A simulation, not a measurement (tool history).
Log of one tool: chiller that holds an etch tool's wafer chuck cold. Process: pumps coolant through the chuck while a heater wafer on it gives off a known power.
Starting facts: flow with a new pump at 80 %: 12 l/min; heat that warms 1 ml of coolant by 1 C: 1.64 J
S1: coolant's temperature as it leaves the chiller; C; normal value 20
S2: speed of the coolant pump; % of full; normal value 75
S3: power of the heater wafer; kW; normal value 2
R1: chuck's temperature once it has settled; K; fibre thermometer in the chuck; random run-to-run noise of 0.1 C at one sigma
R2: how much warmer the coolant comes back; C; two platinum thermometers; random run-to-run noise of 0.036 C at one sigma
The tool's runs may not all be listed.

run,hour,S1,S2,S3,R1,R2
1,0,20,75,2,313.45,6.58
2,103.6,24,75,2,317.75,6.58
3,206.8,24,75,2,317.75,6.58
4,260.2,24,75,2,317.65,6.67
5,324.1,24,75,2,317.95,6.63
6,378.3,20,75,2,313.95,6.69
7,422.5,20,75,1.415,308.05,4.76
8,474.4,20,75,1.415,308.05,4.74
9,562.1,20,75,1.415,308.05,4.66
10,617.5,20,75,1.915,313.15,6.41
11,697.3,24,61,1.259,312.55,5.23
12,805.1,24,61,1.259,312.95,5.19
13,899.4,19,96,1.259,303.95,3.29
14,978.8,19,96,1.259,303.95,3.34

Missing from the log above: 1 entry noted between runs. For each, name the pair of listed runs it sits between and say how the tool's hidden condition differs from the listed run just before to the listed run just after:
In the gap between runs 10 and 11: chiller's thermometer calibrated (hour 628.4)
  heat passed by the chuck's channels, % of clean ones': 85.6 -> 85.4; flow at a given pump speed, % of a new pump's: 97.5 -> 97.3; coolant's true temperature over the reading, C: 0.35 -> 0.51
  the result without the hidden state subtracted from the measured one, R1: +2.9 -> +2.5 K; R2: +0.17 -> +0.14 C
